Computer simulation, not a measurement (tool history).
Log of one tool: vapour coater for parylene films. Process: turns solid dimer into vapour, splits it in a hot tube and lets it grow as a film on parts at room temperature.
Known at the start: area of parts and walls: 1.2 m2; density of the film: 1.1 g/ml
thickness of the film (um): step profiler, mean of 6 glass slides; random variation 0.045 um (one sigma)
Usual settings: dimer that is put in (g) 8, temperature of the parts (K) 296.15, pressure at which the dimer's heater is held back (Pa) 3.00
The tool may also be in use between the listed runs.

run	day	dimer that is put in (g)	temperature of the parts (K)	pressure at which the dimer's heater is held back (Pa)	thickness of the film (um)
1	0.000	8	296.15	3.00	4.43
# day 1.042: trap's valve overhauled
2	1.400	8	296.15	3.00	4.27
3	2.396	3	296.15	3.00	1.62
# day 3.104: trap's valve overhauled, once more
4	3.562	3	296.15	3.00	1.87
5	4.525	3	296.15	3.00	1.86
6	5.475	8	296.15	3.00	4.95
7	6.421	5	296.15	3.00	3.08
8	7.783	11	296.15	3.61	6.46
9	8.925	11	296.15	3.61	6.50

Run 10 comes next. What will it give?
10	9.879	6	296.15	2.24	?

{"run 10": {"thickness of the film (um)": 3.86}}
Without the tool's hidden state the same run would have given thickness of the film (um) 3.99.

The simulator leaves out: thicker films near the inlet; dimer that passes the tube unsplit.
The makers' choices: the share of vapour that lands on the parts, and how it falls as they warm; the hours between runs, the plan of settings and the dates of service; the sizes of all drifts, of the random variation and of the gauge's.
